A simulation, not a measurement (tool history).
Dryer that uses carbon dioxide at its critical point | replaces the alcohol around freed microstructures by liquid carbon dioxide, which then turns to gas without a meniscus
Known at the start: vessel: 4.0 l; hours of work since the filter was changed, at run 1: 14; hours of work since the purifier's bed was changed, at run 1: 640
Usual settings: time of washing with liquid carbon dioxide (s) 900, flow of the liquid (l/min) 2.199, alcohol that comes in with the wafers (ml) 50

run   hour  time of washing with liquid carbon dioxide (s)  flow of the liquid (l/min)  alcohol that comes in with the wafers (ml)  hours of work since the filter was changed  hours of work since the purifier's bed was changed  alcohol left in the vessel before it's heated (ppm by volume)
  1      0                                             900                       2.199                                          50                                          14                                                 640                                                            124
  2   22.4                                             900                       2.199                                          50                                          30                                                 656                                                            129
  3   61.3                                             900                        1.59                                          50                                          58                                                 684                                                            277
  4   97.3                                             900                       2.199                                          72                                          84                                                 709                                                            167
  5  124.3                                             900                       2.199                                          50                                         103                                                 729                                                            146
  6    146                                             900                       2.199                                          50                                         119                                                 744                                                            139
  7  174.3                                             900                       2.199                                          50                                         139                                                 765                                                            146
  8  201.2                                             900                        2.81                                          50                                         158                                                 784                                                            117
  9  220.6                                             600                       2.199                                          50                                         172                                                 798                                                            384
 10    243                                             660                       2.199                                          50                                         188                                                 814                                                            300
 11  266.2                                             900                       2.199                                          45                                         205                                                 830                                                            148
 12  283.7                                             900                       2.199                                          45                                         217                                                 843                                                            160
 13  314.5                                             900                       2.199                                          50                                         239                                                 865                                                            173
 14  346.9                                             900                       2.199                                          28                                         263                                                 888                                                            149
 15  383.8                                             900                       2.199                                          28                                         289                                                 915                                                            142
 16  417.7                                             900                       2.199                                          28                                         313                                                 939                                                            166
 17  443.1                                             900                       2.199                                          28                                         332                                                 957                                                            162
     454.8  -- inlet filter changed
 18  477.6                                             900                       2.199                                          65                                          16                                                 981                                                            179
 19  509.7                                             900                       2.199                                          65                                          39                                                1004                                                            183
 20  530.1                                             900                        3.12                                          65                                          54                                                1019                                                            142
 21  547.7                                             900                       2.199                                          56                                          67                                                1032                                                            178
 22  584.6                                             900                       2.199                                          56                                          93                                                1058                                                            179
 23  618.6                                             900                       2.199                                          56                                         117                                                1082                                                            200

Forecast run 24:
 24  638.4                                             600                        2.63                                          50                                         132                                                1097                                                              ?

{"run 24": {"alcohol left in the vessel before it's heated (ppm by volume)": 273}}
Without the tool's hidden state the same run would have given alcohol left in the vessel before it's heated (ppm by volume) 106.
